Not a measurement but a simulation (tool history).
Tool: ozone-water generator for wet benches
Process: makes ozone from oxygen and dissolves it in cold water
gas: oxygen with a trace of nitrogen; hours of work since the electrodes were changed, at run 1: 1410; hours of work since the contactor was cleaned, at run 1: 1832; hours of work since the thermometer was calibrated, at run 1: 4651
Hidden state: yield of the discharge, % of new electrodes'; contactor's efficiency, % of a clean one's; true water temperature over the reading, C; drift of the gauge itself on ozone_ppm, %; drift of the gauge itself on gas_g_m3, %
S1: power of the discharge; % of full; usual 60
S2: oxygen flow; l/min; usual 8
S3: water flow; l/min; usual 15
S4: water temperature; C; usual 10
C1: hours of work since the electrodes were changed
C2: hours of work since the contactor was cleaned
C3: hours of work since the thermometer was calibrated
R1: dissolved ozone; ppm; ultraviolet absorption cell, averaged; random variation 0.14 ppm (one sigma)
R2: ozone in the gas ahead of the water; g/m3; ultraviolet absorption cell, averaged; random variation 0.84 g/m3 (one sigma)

run    hour  S1     S2  S3  S4    C1    C2    C3    R1     R2
  1       0  60      8  15  10  1410  1832  4651  17.1  134.3
  2    46.7  60      8  15  10  1448  1871  4690  17.3  133.1
  3    90.5  60      8  15  10  1485  1908  4726  17.3  132.8
  4   140.2  60      8  15  10  1526  1949  4768  17.2  135.6
  5   206.7  60      8  15  10  1581  2004  4823  17.4  133.9
  6   257.8  60      8  15  10  1624  2046  4865  17.1  132.7
  7   290.3  60      8  15  10  1651  2073  4892  17.1  134.1
  8   326.6  60      8  15  10  1681  2104  4922  17.2  132.9
  9   390.2  60   5.55  15  10  1734  2157  4975  17.3  158.7
 10   443.2  60   5.55  15  10  1778  2200  5019  17.1    159
 11   475.9  60   5.55  15  10  1805  2228  5046  17.3  160.2
 12   513.7  41   5.55  15  10  1836  2259  5078  12.2  112.8
 13   570.6  41   5.55  15  10  1884  2306  5125    12  112.2
 14   606.3  60      8  15  10  1913  2336  5155  17.4  134.8
 15   656.2  60      8  21  10  1955  2377  5196  13.1  134.4
 16   732.4  60   7.36  15  10  2018  2441  5260  17.3    140
 17   804.4  60      8  11  10  2078  2501  5319  21.5  134.7
        811  -- water thermometer calibrated
 18   850.3  90   4.26  19  10  2116  2538    33  19.2  259.1
 19   888.4  46   7.88  21  17  2147  2570    64   9.3  106.6
 20   924.1  46   7.88  21  17  2177  2600    94   9.4  106.4
 21   993.2  64      8  18  10  2234  2657   151  15.8  142.1
 22  1055.2  60      8  13   7  2286  2708   203  20.1  133.5
 23  1106.1  60      8  13   7  2328  2751   245  20.4  133.4
 24    1160  60      8  13   7  2373  2796   290  20.3  132.1
 25  1236.1  60      8  13   7  2436  2859   353  20.2    135
 26  1300.6  60      8  13   6  2490  2912   407  20.8  134.2
 27  1348.8  60   6.31  10  10  2530  2952   447  23.3  149.9
 28  1381.6  63  13.35  15  10  2557  2980   474  17.1  110.3
 29  1429.9  74   4.06  15   8  2597  3020   514  20.6  221.3
 30  1473.5  43  12.37  13   9  2633  3056   550  13.8   81.3
 31  1523.1  43  12.37  13   9  2674  3097   592  13.6   82.1
 32  1591.9  60   6.65  21  10  2732  3154   649  13.1  145.5
 33  1664.9  60   6.65  21  10  2792  3215   709  13.1  147.8

4 ways to go on from here, each from the tool as it stands after run 33. What would each give?
  A  1696.6  60  4.85  21   6  2819  3241  736   ?   ?
  B  1696.6  50     8  15   9  2819  3241  736   ?   ?
  C  1696.6  47  6.65  17  10  2819  3241  736   ?   ?
  D  1696.6  96  7.96  21  18  2819  3241  736   ?   ?

run    R1     R2
  A  13.3  169.3
  B  14.8    115
  C  12.5    117
  D  17.4  203.8
Without the tool's hidden state the same runs would have given:
run    R1     R2
  A  13.3  169.4
  B  14.8  115.1
  C  12.5  117.1
  D  17.5    204
